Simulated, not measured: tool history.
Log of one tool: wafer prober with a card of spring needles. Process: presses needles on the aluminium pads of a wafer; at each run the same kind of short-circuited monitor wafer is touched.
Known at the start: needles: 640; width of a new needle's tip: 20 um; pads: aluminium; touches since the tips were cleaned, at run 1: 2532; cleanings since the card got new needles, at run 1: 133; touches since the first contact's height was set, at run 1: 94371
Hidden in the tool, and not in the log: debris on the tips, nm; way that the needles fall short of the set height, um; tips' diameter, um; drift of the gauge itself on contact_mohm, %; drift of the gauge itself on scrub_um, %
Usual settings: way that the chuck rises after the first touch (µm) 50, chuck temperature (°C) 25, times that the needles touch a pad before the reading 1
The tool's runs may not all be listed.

run   hour  way that the chuck rises after the first touch (µm)  chuck temperature (°C)  times that the needles touch a pad before the reading  touches since the tips were cleaned  cleanings since the card got new needles  touches since the first contact's height was set  resistance of one needle with its contact and lead (mohm)  way that a needle slides on the pad (µm)
  1      0                                                   50                      25                                                      1                                 2532                                       133                                             94371                                                        154                                      7.53
       1.7  -- tips cleaned on abrasive film
       9.5  -- tips cleaned on abrasive film
      16.3  -- tips cleaned on abrasive film
      23.7  -- tips cleaned on abrasive film
  2   25.8                                                   50                      25                                                      1                                  887                                       137                                            104895                                                        156                                      7.53
      30.4  -- tips cleaned on abrasive film
      36.8  -- tips cleaned on abrasive film
  3   38.3                                                   50                      25                                                      1                                  622                                       139                                            109982                                                        156                                      7.51
      43.5  -- tips cleaned on abrasive film
  4   49.7                                                   50                      25                                                      1                                 2552                                       140                                            114661                                                        153                                      7.51
      50.9  -- tips cleaned on abrasive film
      58.8  -- tips cleaned on abrasive film
      65.9  -- tips cleaned on abrasive film
  5   67.9                                                   50                      25                                                      1                                  849                                       143                                            122090                                                        156                                       7.5
      72.7  -- tips cleaned on abrasive film
        80  -- tips cleaned on abrasive film
      86.4  -- tips cleaned on abrasive film
  6   89.7                                                   50                      25                                                      1                                 1395                                       146                                            131003                                                        155                                      7.53
        93  -- tips cleaned on abrasive film
     100.8  -- tips cleaned on abrasive film
  7  101.7                                                   50                      25                                                      1                                  354                                       148                                            135857                                                        156                                      7.49
     107.3  -- tips cleaned on abrasive film
     114.7  -- tips cleaned on abrasive film
     121.7  -- tips cleaned on abrasive film
  8  126.4                                                   50                      25                                                      1                                 1966                                       151                                            146004                                                        155                                      7.48
     128.1  -- tips cleaned on abrasive film
     135.4  -- tips cleaned on abrasive film
     142.7  -- tips cleaned on abrasive film
  9  145.9                                                   50                      60                                                      1                                 1323                                       154                                            153950                                                        162                                      7.46
     150.6  -- tips cleaned on abrasive film
     156.8  -- height of the first contact set anew
     158.2  -- tips cleaned on abrasive film
     165.7  -- tips cleaned on abrasive film
 10  171.5                                                   50                      60                                                      1                                 2399                                       157                                              6007                                                        162                                      7.48
     173.2  -- tips cleaned on abrasive film
     180.8  -- tips cleaned on abrasive film
     187.9  -- tips cleaned on abrasive film
     195.1  -- tips cleaned on abrasive film
 11  196.1                                                   50                      60                                                      1                                  396                                       161                                             16023                                                        160                                      7.44
     201.8  -- tips cleaned on abrasive film
     209.3  -- tips cleaned on abrasive film
 12  209.8                                                   50                      60                                                      1                                  222                                       163                                             21628                                                        163                                      7.48
     216.6  -- tips cleaned on abrasive film
     223.8  -- tips cleaned on abrasive film
 13  228.2                                                   50                      25                                                      1                                 1817                                       165                                             29149                                                        153                                      7.47
     231.4  -- tips cleaned on abrasive film
     238.8  -- tips cleaned on abrasive film
     246.5  -- tips cleaned on abrasive film
 14  252.7                                                   50                      25                                                      1                                 2566                                       168                                             39204                                                        158                                      7.44
     254.4  -- tips cleaned on abrasive film
     261.1  -- tips cleaned on abrasive film
 15    267                                                   50                      25                                                      1                                 2474                                       170                                             45041                                                        155                                      7.45
     268.7  -- tips cleaned on abrasive film
     276.2  -- tips cleaned on abrasive film
     284.2  -- tips cleaned on abrasive film
     291.5  -- tips cleaned on abrasive film
 16  293.1                                                   57                      43                                                      3                                  673                                       174                                             55683                                                        157                                      8.49
     298.8  -- tips cleaned on abrasive film
     305.8  -- tips cleaned on abrasive film
 17  310.8                                                   43                      43                                                      2                                 2073                                       176                                             62941                                                        166                                      6.43
     312.5  -- tips cleaned on abrasive film
     319.2  -- tips cleaned on abrasive film
       326  -- tips cleaned on abrasive film
 18    326                                                   50                      28                                                      1                                    0                                       179                                             69088                                                        156                                      7.46
     332.9  -- tips cleaned on abrasive film
     339.6  -- tips cleaned on abrasive film
 19  339.6                                                   50                      25                                                      1                                    0                                       181                                             74636                                                        157                                      7.43
     346.7  -- tips cleaned on abrasive film
 20  352.5                                                   50                      92                                                      2                                 2411                                       182                                             79957                                                        168                                      7.39
     354.1  -- tips cleaned on abrasive film
     361.2  -- tips cleaned on abrasive film
     367.6  -- tips cleaned on abrasive film
     375.2  -- tips cleaned on abrasive film
 21  375.2                                                   50                      92                                                      2                                    0                                       186                                             89174                                                        171                                      7.45
     382.7  -- tips cleaned on abrasive film
     390.3  -- tips cleaned on abrasive film
 22  390.9                                                   50                      33                                                      3                                  271                                       188                                             95617                                                        153                                      7.42
     397.7  -- tips cleaned on abrasive film
     404.3  -- tips cleaned on abrasive film
 23  406.8                                                   42                      43                                                      3                                 1028                                       190                                            102095                                                        165                                      6.24
     411.4  -- tips cleaned on abrasive film
     418.5  -- tips cleaned on abrasive film
       426  -- tips cleaned on abrasive film
     432.6  -- tips cleaned on abrasive film
 24  432.6                                                   50                      49                                                      2                                    0                                       194                                            112652                                                        161                                      7.39
     440.5  -- tips cleaned on abrasive film
 25  443.7                                                   63                      49                                                      1                                 1352                                       195                                            117202                                                        158                                      9.36
       447  -- tips cleaned on abrasive film
     454.8  -- tips cleaned on abrasive film
 26  457.5                                                   49                      46                                                      1                                 1115                                       197                                            122807                                                        163                                      7.22
     461.9  -- tips cleaned on abrasive film
     469.7  -- tips cleaned on abrasive film
 27  472.5                                                   49                      46                                                      1                                 1154                                       199                                            128942                                                        160                                      7.25
       477  -- tips cleaned on abrasive film
     484.5  -- tips cleaned on abrasive film
       492  -- tips cleaned on abrasive film
 28    492                                                   69                      75                                                      1                                    0                                       202                                            136917                                                        159                                     10.24
     499.1  -- tips cleaned on abrasive film
     511.1  -- card fitted with new needles
     518.4  -- tips cleaned on abrasive film
     525.5  -- tips cleaned on abrasive film
 29  526.3                                                   69                      75                                                      1                                  332                                         2                                              6221                                                        159                                      10.2

Some steps in way that a needle slides on the pad (µm) between neighbouring runs. How much of each would the tool show without its hidden state too (settings, what came in, random variation), and how much is left for the hidden state, with any gauge scatter that isn't in both results?
Run 23 -> 24: way that the chuck rises after the first touch (µm) 42 -> 50, chuck temperature (°C) 43 -> 49, times that the needles touch a pad before the reading 3 -> 2, tips cleaned on abrasive film, tips cleaned on abrasive film, tips cleaned on abrasive film, tips cleaned on abrasive film. way that a needle slides on the pad (µm) +1.15: hidden state -0.02, all else +1.17.
Run 25 -> 26: way that the chuck rises after the first touch (µm) 63 -> 49, chuck temperature (°C) 49 -> 46, tips cleaned on abrasive film, tips cleaned on abrasive film. way that a needle slides on the pad (µm) -2.14: hidden state +0.02, all else -2.16.
Run 27 -> 28: way that the chuck rises after the first touch (µm) 49 -> 69, chuck temperature (°C) 46 -> 75, tips cleaned on abrasive film, tips cleaned on abrasive film, tips cleaned on abrasive film. way that a needle slides on the pad (µm) +2.99: hidden state -0.05, all else +3.04.
